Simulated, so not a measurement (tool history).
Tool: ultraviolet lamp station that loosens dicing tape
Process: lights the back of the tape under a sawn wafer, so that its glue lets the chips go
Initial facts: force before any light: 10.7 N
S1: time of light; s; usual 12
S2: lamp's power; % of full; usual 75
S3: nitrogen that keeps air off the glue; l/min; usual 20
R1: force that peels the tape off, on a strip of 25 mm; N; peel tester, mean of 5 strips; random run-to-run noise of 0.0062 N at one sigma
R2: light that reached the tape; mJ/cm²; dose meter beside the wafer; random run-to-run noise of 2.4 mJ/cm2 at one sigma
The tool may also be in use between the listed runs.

Run 1, hour 0.0: usual settings. Result: R1 0.659 N, R2 178 mJ/cm².
Run 2, hour 42.1: usual settings. Result: R1 0.713 N, R2 175 mJ/cm².
Run 3, hour 110.4: usual settings. Result: R1 0.781 N, R2 169 mJ/cm².
Run 4, hour 163.2: usual settings but S1 18 s. Result: R1 0.288 N, R2 242 mJ/cm².
At hour 183.4: lamp changed.
Run 5, hour 237.7: usual settings but S1 18 s, S3 15 l/min. Result: R1 0.120 N, R2 361 mJ/cm².
Run 6, hour 300.0: usual settings but S1 18 s, S3 15 l/min. Result: R1 0.132 N, R2 349 mJ/cm².
Run 7, hour 335.2: usual settings but S1 18 s, S3 15 l/min. Result: R1 0.130 N, R2 340 mJ/cm².
Run 8, hour 417.3: usual settings but S1 18 s, S3 15 l/min. Result: R1 0.149 N, R2 325 mJ/cm².
At hour 457.3: window cleaned of glue's vapour.
Run 9, hour 489.6: usual settings but S1 18 s, S3 15 l/min. Result: R1 0.195 N, R2 288 mJ/cm².
Run 10, hour 529.2: usual settings but S3 11 l/min. Result: R1 0.891 N, R2 194 mJ/cm².
At hour 591.2: window cleaned of glue's vapour, once more.
Run 11, hour 608.3: usual settings. Result: R1 0.277 N, R2 250 mJ/cm².
Run 12, hour 648.0: usual settings. Result: R1 0.288 N, R2 243 mJ/cm².
Run 13, hour 721.6: usual settings but S2 67 % of full. Result: R1 0.432 N, R2 208 mJ/cm².
Run 14, hour 764.8: usual settings but S1 6 s, S2 67 % of full. Result: R1 2.105 N, R2 101 mJ/cm².
Run 15, hour 801.6: usual settings but S1 15 s, S2 68 % of full, S3 27 l/min. Result: R1 0.204 N, R2 254 mJ/cm².
Run 16, hour 839.3: usual settings but S1 15 s, S2 68 % of full, S3 27 l/min. Result: R1 0.211 N, R2 249 mJ/cm².
Run 17, hour 877.2: usual settings but S1 24 s, S2 71 % of full, S3 10 l/min. Result: R1 0.121 N, R2 409 mJ/cm².
Run 18, hour 930.8: usual settings but S1 24 s, S2 71 % of full, S3 10 l/min. Result: R1 0.129 N, R2 397 mJ/cm².
Run 19, hour 989.8: usual settings but S1 16 s. Result: R1 0.212 N, R2 268 mJ/cm².
Run 20, hour 1042.8: usual settings but S1 21 s. Result: R1 0.122 N, R2 343 mJ/cm².
Run 21, hour 1083.3: usual settings but S1 21 s. Result: R1 0.110 N, R2 338 mJ/cm².

Run 22 has not been measured yet. What should we expect?
Run 22, hour 1156.5: usual settings but S1 21 s. Result: R1 ?, R2 ?.

{"run 22": {"R1": 0.123, "R2": 329}}
Take away the tool's hidden state, keep the run-to-run variation as it was, and the same run would have given R1 0.071 N, R2 492 mJ/cm².

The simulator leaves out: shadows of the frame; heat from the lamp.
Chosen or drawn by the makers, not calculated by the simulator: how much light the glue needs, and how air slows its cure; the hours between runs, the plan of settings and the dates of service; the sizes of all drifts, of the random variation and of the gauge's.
